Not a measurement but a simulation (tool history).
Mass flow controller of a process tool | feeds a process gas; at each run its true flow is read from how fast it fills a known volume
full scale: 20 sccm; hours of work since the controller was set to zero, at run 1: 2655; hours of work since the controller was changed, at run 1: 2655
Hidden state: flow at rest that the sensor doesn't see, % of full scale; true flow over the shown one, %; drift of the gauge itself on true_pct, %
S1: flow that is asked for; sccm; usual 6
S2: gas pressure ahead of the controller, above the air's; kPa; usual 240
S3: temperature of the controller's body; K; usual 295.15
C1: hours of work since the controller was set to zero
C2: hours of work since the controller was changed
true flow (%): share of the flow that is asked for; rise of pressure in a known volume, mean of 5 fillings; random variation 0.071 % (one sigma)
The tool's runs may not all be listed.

Run 1, hour 0.0: usual settings; C1 2655; C2 2655. Result: true flow (%) 99.04.
Run 2, hour 188.1: usual settings; C1 2733; C2 2733. Result: true flow (%) 99.08.
Run 3, hour 308.4: usual settings; C1 2783; C2 2783. Result: true flow (%) 98.91.
Run 4, hour 402.8: usual settings; C1 2822; C2 2822. Result: true flow (%) 99.10.
Run 5, hour 542.2: usual settings but S1 17 sccm; C1 2880; C2 2880. Result: true flow (%) 100.88.
Run 6, hour 690.7: usual settings but S1 17 sccm; C1 2942; C2 2942. Result: true flow (%) 101.01.
Run 7, hour 865.6: usual settings but S1 17 sccm; C1 3015; C2 3015. Result: true flow (%) 100.95.
Run 8, hour 1065.7: usual settings but S1 11 sccm; C1 3098; C2 3098. Result: true flow (%) 100.14.
Run 9, hour 1260.3: usual settings but S1 11 sccm; C1 3179; C2 3179. Result: true flow (%) 100.11.
Run 10, hour 1347.3: usual settings but S2 178 kPa; C1 3215; C2 3215. Result: true flow (%) 98.68.
Run 11, hour 1442.9: usual settings but S1 16 sccm, S3 301.15 K; C1 3255; C2 3255. Result: true flow (%) 100.24.
Run 12, hour 1538.4: usual settings but S1 16 sccm, S3 301.15 K; C1 3295; C2 3295. Result: true flow (%) 100.23.
Run 13, hour 1627.5: usual settings but S1 10 sccm, S2 226 kPa, S3 297.15 K; C1 3332; C2 3332. Result: true flow (%) 99.60.
Run 14, hour 1759.4: usual settings but S1 15 sccm, S2 261 kPa, S3 297.15 K; C1 3387; C2 3387. Result: true flow (%) 100.57.
Run 15, hour 1923.0: usual settings but S1 15 sccm, S2 273 kPa, S3 297.15 K; C1 3455; C2 3455. Result: true flow (%) 100.78.

5 ways to go on from here, each from the tool as it stands after run 15. What would each give?
Run A, hour 2013.8: usual settings but S1 11 sccm; C1 3492; C2 3492. Result: true flow (%) ?.
Run B, hour 2013.8: usual settings but S1 5 sccm, S2 148 kPa; C1 3492; C2 3492. Result: true flow (%) ?.
Run C, hour 2013.8: usual settings but S3 313.15 K; C1 3492; C2 3492. Result: true flow (%) ?.
Run D, hour 2013.8: usual settings but S1 3 sccm, S2 273 kPa, S3 297.15 K; C1 3492; C2 3492. Result: true flow (%) ?.
Run E, hour 2013.8: usual settings but S1 9 sccm, S2 273 kPa, S3 297.15 K; C1 3492; C2 3492. Result: true flow (%) ?.

run  true flow (%)
  A         100.11
  B          97.97
  C          97.08
  D          96.73
  E          99.57
Without the tool's hidden state the same runs would have given:
run  true flow (%)
  A          99.82
  B          98.90
  C          97.64
  D          99.15
  E          99.50
